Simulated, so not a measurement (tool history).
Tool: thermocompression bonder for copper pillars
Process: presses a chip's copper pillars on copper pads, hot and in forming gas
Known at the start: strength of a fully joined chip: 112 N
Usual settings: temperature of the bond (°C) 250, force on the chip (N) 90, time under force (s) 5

run	hour	temperature of the bond (°C)	force on the chip (N)	time under force (s)	force that shears a chip off (N)
1	0.0	250	90	5	58.0
2	10.6	250	90	5	54.4
3	27.5	250	90	5	55.6
4	37.3	250	90	5	55.3
5	45.7	241	90	5	49.0
# hour 49.1: force cell calibrated
6	57.5	250	90	13	73.7
7	69.4	280	89	10	87.1
8	82.5	280	89	10	85.5
9	100.3	280	89	10	86.5
10	109.6	280	89	10	87.7
11	126.4	259	105	5	68.4
12	145.1	257	68	6	47.4

5 ways to go on from here, each from the tool as it stands after run 12. What would each give?
# hour 156.2: forming gas filter changed
A	160.1	257	56	11	?
# hour 156.2: forming gas filter changed
B	160.1	257	105	13	?
# hour 156.2: forming gas filter changed
C	160.1	272	64	3	?
# hour 156.2: forming gas filter changed
D	160.1	250	81	5	?
# hour 156.2: forming gas filter changed
E	160.1	257	68	5	?

run	force that shears a chip off (N)
A	53.5
B	92.0
C	45.9
D	52.4
E	48.3
Without the tool's hidden state the same runs would have given:
run	force that shears a chip off (N)
A	51.1
B	89.8
C	43.9
D	49.9
E	46.0
